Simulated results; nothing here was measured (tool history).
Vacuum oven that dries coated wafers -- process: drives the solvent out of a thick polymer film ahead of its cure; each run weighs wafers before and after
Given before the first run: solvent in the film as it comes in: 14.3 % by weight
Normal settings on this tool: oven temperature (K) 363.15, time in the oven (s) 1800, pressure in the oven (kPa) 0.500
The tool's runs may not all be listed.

run   hour  oven temperature (K)  time in the oven (s)  pressure in the oven (kPa)  solvent left in the film (%)
  1    0.0                363.15                  1800                       0.500                          0.86
  2    8.7                363.15                  1320                       0.500                          1.69
  3   22.2                363.15                  1320                       0.500                          1.77
  4   30.9                363.15                  1320                       0.500                          1.78
  5   41.5                363.15                  1260                       0.500                          1.87
  6   54.5                363.15                  1800                       0.500                          0.82
  7   66.9                363.15                  1800                       0.258                          0.82
  8   80.6                363.15                  1800                       0.258                          0.85
  9   94.6                363.15                  1800                       0.258                          0.81
 10  108.6                377.15                  1800                       0.500                          0.01
 11  116.0                377.15                  1800                       0.500                          0.10
 12  122.9                363.15                  1800                       0.312                          0.77
 13  130.6                363.15                  1800                       0.312                          0.96
 14  137.5                363.15                  1800                       0.312                          0.92
 15  149.8                363.15                  1260                       0.312                          1.87
 16  157.9                363.15                  1800                       0.500                          0.91
 17  171.4                363.15                  1800                       0.500                          0.93
 18  178.8                363.15                  1260                       0.500                          1.93
     188.2  -- oven's thermocouples calibrated
 19  188.2                361.15                  1800                       0.500                          1.20
 20  197.9                361.15                  1800                       0.500                          1.22
 21  207.7                352.15                  1800                       0.500                          2.98
 22  216.4                363.15                  1800                       0.500                          0.96
 23  229.3                363.15                  1800                       0.500                          0.87
 24  241.8                367.15                  2820                       1.656                          0.40
 25  253.9                372.15                  1320                       0.910                          0.65
 26  266.6                363.15                  1800                       0.402                          0.88
 27  278.4                378.15                  1920                       0.356                          0.13
 28  285.6                378.15                  1920                       0.356                          0.11
 29  292.3                378.15                  1800                       0.400                          0.02
 30  306.5                378.15                  1800                       0.400                          0.11
 31  314.3                357.15                  1080                       0.897                          3.92
 32  322.0                357.15                  1080                       0.309                          3.85
 33  331.6                362.15                  1800                       0.500                          0.99
 34  338.2                369.15                  1800                       0.880                          0.47
 35  351.3                363.15                  1860                       0.445                          0.83
 36  365.0                363.15                  1200                       0.500                          1.99
 37  375.6                363.15                  1200                       0.500                          1.99
 38  383.4                377.15                  1260                       0.332                          0.19
 39  390.2                362.15                  2760                       0.500                          0.41
 40  400.2                370.15                  1680                       0.413                          0.39
 41  411.6                377.15                  1800                       1.006                          0.23
 42  423.5                357.15                  3180                       1.233                          0.74
 43  429.9                358.15                  1920                       0.601                          1.54
 44  437.2                376.15                  1800                       0.500                          0.16
 45  450.2                376.15                  1800                       0.500                          0.14
 46  462.2                363.15                  1800                       1.347                          1.07

Here are 5 independent what-if runs from the current tool condition. What would each one return?
  A  475.2                377.15                  1800                       1.222                             ?
  B  475.2                363.15                  1020                       1.347                             ?
  C  475.2                370.15                  3180                       0.500                             ?
  D  475.2                375.15                  1680                       0.552                             ?
  E  475.2                358.15                  1800                       0.491                             ?

run  solvent left in the film (%)
  A                          0.15
  B                          2.84
  C                          0.13
  D                          0.19
  E                          1.62
Take away the tool's hidden state, keep each run's random variation, and the runs would have read:
run  solvent left in the film (%)
  A                          0.15
  B                          2.83
  C                          0.12
  D                          0.18
  E                          1.61
